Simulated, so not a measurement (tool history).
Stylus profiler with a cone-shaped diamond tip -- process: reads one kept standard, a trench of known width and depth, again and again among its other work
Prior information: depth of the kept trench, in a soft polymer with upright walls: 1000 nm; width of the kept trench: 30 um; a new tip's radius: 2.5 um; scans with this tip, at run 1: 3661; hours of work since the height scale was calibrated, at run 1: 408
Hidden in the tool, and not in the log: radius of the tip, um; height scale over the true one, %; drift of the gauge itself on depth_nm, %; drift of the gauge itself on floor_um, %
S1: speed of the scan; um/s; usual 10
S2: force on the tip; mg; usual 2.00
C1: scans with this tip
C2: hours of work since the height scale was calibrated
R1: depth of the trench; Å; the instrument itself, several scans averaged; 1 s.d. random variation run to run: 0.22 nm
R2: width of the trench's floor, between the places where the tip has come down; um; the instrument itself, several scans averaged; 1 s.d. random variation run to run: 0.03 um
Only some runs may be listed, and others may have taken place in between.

run 1 day=0.000 | S1=10 S2=2.00 | C1=3661 C2=408 | R1=10080.8 R2=25.70
run 2 day=1.379 | S1=10 S2=2.00 | C1=3867 C2=431 | R1=10085.9 R2=25.70
run 3 day=2.471 | S1=10 S2=2.00 | C1=4030 C2=449 | R1=10087.0 R2=25.65
run 4 day=3.500 | S1=10 S2=2.00 | C1=4184 C2=466 | R1=10084.5 R2=25.60
run 5 day=4.254 | S1=39 S2=2.00 | C1=4296 C2=479 | R1=10084.6 R2=25.38
run 6 day=5.954 | S1=39 S2=2.00 | C1=4550 C2=507 | R1=10080.3 R2=25.51
run 7 day=7.133 | S1=39 S2=2.00 | C1=4727 C2=527 | R1=10087.2 R2=25.45
run 8 day=8.029 | S1=10 S2=2.00 | C1=4860 C2=542 | R1=10088.1 R2=25.63
run 9 day=9.258 | S1=10 S2=2.00 | C1=5044 C2=562 | R1=10085.4 R2=25.62
run 10 day=10.229 | S1=10 S2=2.00 | C1=5189 C2=578 | R1=10088.7 R2=25.59
run 11 day=11.983 | S1=10 S2=2.00 | C1=5451 C2=607 | R1=10089.7 R2=25.58
run 12 day=13.433 | S1=10 S2=2.00 | C1=5668 C2=632 | R1=10086.9 R2=25.55
run 13 day=14.162 | S1=10 S2=2.00 | C1=5776 C2=644 | R1=10088.4 R2=25.55
run 14 day=15.146 | S1=10 S2=2.00 | C1=5924 C2=660 | R1=10092.7 R2=25.56
run 15 day=16.242 | S1=10 S2=2.00 | C1=6087 C2=678 | R1=10090.3 R2=25.52
run 16 day=17.796 | S1=7 S2=2.69 | C1=6319 C2=704 | R1=10102.5 R2=25.48
run 17 day=18.604 | S1=21 S2=0.82 | C1=6440 C2=718 | R1=10053.9 R2=25.38
run 18 day=19.521 | S1=21 S2=0.82 | C1=6577 C2=733 | R1=10052.3 R2=25.36
run 19 day=21.100 | S1=21 S2=0.82 | C1=6813 C2=759 | R1=10055.2 R2=25.33
run 20 day=21.896 | S1=21 S2=0.82 | C1=6932 C2=772 | R1=10057.7 R2=25.25
-- day=22.050 height scale calibrated on a step standard
run 21 day=23.167 | S1=14 S2=3.86 | C1=7118 C2=19 | R1=10138.5 R2=25.45
-- day=24.692 height scale calibrated on a step standard, once more
run 22 day=24.975 | S1=14 S2=3.86 | C1=7385 C2=5 | R1=10124.9 R2=25.46
run 23 day=26.312 | S1=4 S2=3.68 | C1=7585 C2=27 | R1=10125.6 R2=25.46
run 24 day=27.879 | S1=4 S2=3.68 | C1=7819 C2=53 | R1=10124.0 R2=25.45
run 25 day=29.146 | S1=13 S2=2.17 | C1=8008 C2=74 | R1=10091.7 R2=25.36
run 26 day=30.662 | S1=7 S2=1.87 | C1=8235 C2=99 | R1=10079.2 R2=25.42
run 27 day=31.679 | S1=27 S2=1.15 | C1=8387 C2=116 | R1=10057.6 R2=25.16
run 28 day=32.533 | S1=3 S2=1.06 | C1=8514 C2=131 | R1=10058.8 R2=25.37
run 29 day=33.517 | S1=5 S2=1.29 | C1=8661 C2=147 | R1=10060.0 R2=25.38
run 30 day=35.271 | S1=10 S2=1.59 | C1=8923 C2=176 | R1=10075.1 R2=25.34

What if the next run were any one of these 4? Each begins from the tool's condition after run 30:
run A day=36.388 | S1=8 S2=1.52 | C1=9090 C2=195 | R1=? R2=?
run B day=36.388 | S1=15 S2=1.29 | C1=9090 C2=195 | R1=? R2=?
run C day=36.388 | S1=9 S2=2.33 | C1=9090 C2=195 | R1=? R2=?
run D day=36.388 | S1=3 S2=0.75 | C1=9090 C2=195 | R1=? R2=?

run=A R1=10071.1 R2=25.34
run=B R1=10066.6 R2=25.26
run=C R1=10096.0 R2=25.38
run=D R1=10045.4 R2=25.38
The same runs, with their run-to-run variation unchanged, on a tool lacking any hidden condition would have given:
run=A R1=10062.4 R2=25.94
run=B R1=10057.9 R2=25.86
run=C R1=10087.2 R2=25.98
run=D R1=10036.7 R2=25.98
